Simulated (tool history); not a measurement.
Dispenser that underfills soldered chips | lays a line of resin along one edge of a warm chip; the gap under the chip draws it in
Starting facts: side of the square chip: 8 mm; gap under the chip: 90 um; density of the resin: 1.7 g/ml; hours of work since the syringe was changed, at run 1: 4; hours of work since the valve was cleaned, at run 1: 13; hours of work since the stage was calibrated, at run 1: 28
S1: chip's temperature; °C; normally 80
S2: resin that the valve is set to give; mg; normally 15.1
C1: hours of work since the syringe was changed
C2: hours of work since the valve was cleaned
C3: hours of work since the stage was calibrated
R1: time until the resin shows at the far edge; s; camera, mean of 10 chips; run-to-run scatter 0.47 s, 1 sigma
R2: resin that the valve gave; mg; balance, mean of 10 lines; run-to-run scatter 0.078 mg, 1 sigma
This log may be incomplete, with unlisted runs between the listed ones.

{"run": 1, "hour": 0.0, "S1": 80, "S2": 15.1, "C1": 4, "C2": 13, "C3": 28, "R1": 46.4, "R2": 15.0}
{"run": 2, "hour": 4.9, "S1": 80, "S2": 15.1, "C1": 7, "C2": 16, "C3": 31, "R1": 55.8, "R2": 14.98}
{"run": 3, "hour": 8.5, "S1": 80, "S2": 15.1, "C1": 9, "C2": 18, "C3": 33, "R1": 63.2, "R2": 14.94}
{"hour": 12.0, "done": "new syringe of resin"}
{"run": 4, "hour": 16.9, "S1": 80, "S2": 16.6, "C1": 3, "C2": 23, "C3": 39, "R1": 41.0, "R2": 16.31}
{"run": 5, "hour": 23.3, "S1": 80, "S2": 16.6, "C1": 7, "C2": 27, "C3": 43, "R1": 53.9, "R2": 16.34}
{"hour": 30.8, "done": "new syringe of resin"}
{"run": 6, "hour": 30.8, "S1": 80, "S2": 15.1, "C1": 0, "C2": 32, "C3": 47, "R1": 37.3, "R2": 14.81}
{"run": 7, "hour": 35.8, "S1": 80, "S2": 15.1, "C1": 3, "C2": 35, "C3": 50, "R1": 44.2, "R2": 14.71}
{"run": 8, "hour": 40.3, "S1": 80, "S2": 15.1, "C1": 6, "C2": 38, "C3": 53, "R1": 52.3, "R2": 14.78}
{"run": 9, "hour": 45.3, "S1": 80, "S2": 15.1, "C1": 9, "C2": 41, "C3": 56, "R1": 63.8, "R2": 14.68}
{"hour": 49.3, "done": "new syringe of resin"}
{"run": 10, "hour": 52.1, "S1": 80, "S2": 15.1, "C1": 2, "C2": 45, "C3": 60, "R1": 39.7, "R2": 14.74}
{"run": 11, "hour": 59.7, "S1": 80, "S2": 17.0, "C1": 7, "C2": 50, "C3": 65, "R1": 52.3, "R2": 16.58}
{"run": 12, "hour": 67.3, "S1": 80, "S2": 17.0, "C1": 11, "C2": 54, "C3": 70, "R1": 69.5, "R2": 16.44}
{"hour": 68.2, "done": "new syringe of resin"}
{"run": 13, "hour": 75.7, "S1": 69, "S2": 15.1, "C1": 5, "C2": 59, "C3": 75, "R1": 70.7, "R2": 14.49}
{"run": 14, "hour": 80.9, "S1": 69, "S2": 15.1, "C1": 8, "C2": 63, "C3": 78, "R1": 86.7, "R2": 14.63}
{"hour": 87.2, "done": "new syringe of resin"}
{"run": 15, "hour": 87.3, "S1": 69, "S2": 15.1, "C1": 0, "C2": 67, "C3": 82, "R1": 52.7, "R2": 14.52}
{"run": 16, "hour": 95.4, "S1": 69, "S2": 16.7, "C1": 5, "C2": 72, "C3": 87, "R1": 72.1, "R2": 16.06}
{"run": 17, "hour": 99.6, "S1": 69, "S2": 16.7, "C1": 8, "C2": 74, "C3": 90, "R1": 84.8, "R2": 15.96}
{"hour": 106.0, "done": "new syringe of resin"}
{"run": 18, "hour": 107.1, "S1": 67, "S2": 18.1, "C1": 1, "C2": 79, "C3": 94, "R1": 58.9, "R2": 17.19}
{"run": 19, "hour": 114.8, "S1": 84, "S2": 19.4, "C1": 5, "C2": 84, "C3": 99, "R1": 43.9, "R2": 18.47}
{"run": 20, "hour": 118.4, "S1": 84, "S2": 13.2, "C1": 8, "C2": 86, "C3": 101, "R1": 52.6, "R2": 12.52}
{"hour": 124.9, "done": "new syringe of resin"}
{"run": 21, "hour": 124.9, "S1": 78, "S2": 19.4, "C1": 0, "C2": 90, "C3": 105, "R1": 36.9, "R2": 18.25}
{"run": 22, "hour": 130.4, "S1": 78, "S2": 19.4, "C1": 3, "C2": 93, "C3": 109, "R1": 45.5, "R2": 18.33}
{"run": 23, "hour": 137.3, "S1": 66, "S2": 17.6, "C1": 8, "C2": 98, "C3": 113, "R1": 92.0, "R2": 16.58}
{"hour": 144.0, "done": "new syringe of resin"}
{"run": 24, "hour": 144.7, "S1": 66, "S2": 14.6, "C1": 0, "C2": 102, "C3": 118, "R1": 59.0, "R2": 13.64}
{"run": 25, "hour": 150.0, "S1": 79, "S2": 14.7, "C1": 4, "C2": 105, "C3": 121, "R1": 46.8, "R2": 13.83}
{"run": 26, "hour": 153.4, "S1": 79, "S2": 14.7, "C1": 6, "C2": 108, "C3": 123, "R1": 53.6, "R2": 13.65}
{"run": 27, "hour": 158.5, "S1": 85, "S2": 14.7, "C1": 9, "C2": 111, "C3": 126, "R1": 54.5, "R2": 13.78}
{"hour": 162.6, "done": "new syringe of resin"}
{"run": 28, "hour": 162.6, "S1": 91, "S2": 17.7, "C1": 0, "C2": 113, "C3": 129, "R1": 24.5, "R2": 16.35}

Branching from run 28: 5 alternative next runs. What would each branch give?
{"run": "A", "hour": 170.4, "S1": 74, "S2": 14.3, "C1": 5, "C2": 118, "C3": 133, "R1": "?", "R2": "?"}
{"run": "B", "hour": 170.4, "S1": 92, "S2": 15.1, "C1": 5, "C2": 118, "C3": 133, "R1": "?", "R2": "?"}
{"run": "C", "hour": 170.4, "S1": 67, "S2": 14.3, "C1": 5, "C2": 118, "C3": 133, "R1": "?", "R2": "?"}
{"run": "D", "hour": 170.4, "S1": 83, "S2": 14.2, "C1": 5, "C2": 118, "C3": 133, "R1": "?", "R2": "?"}
{"run": "E", "hour": 170.4, "S1": 84, "S2": 17.8, "C1": 5, "C2": 118, "C3": 133, "R1": "?", "R2": "?"}

run=A R1=60.9 R2=13.26
run=B R1=33.6 R2=13.99
run=C R1=75.7 R2=13.28
run=D R1=45.0 R2=13.27
run=E R1=41.1 R2=16.44
What these runs would have given with no unlogged condition in the tool:
run=A R1=45.3 R2=14.31
run=B R1=25.2 R2=15.10
run=C R1=56.4 R2=14.33
run=D R1=33.5 R2=14.32
run=E R1=30.8 R2=17.74
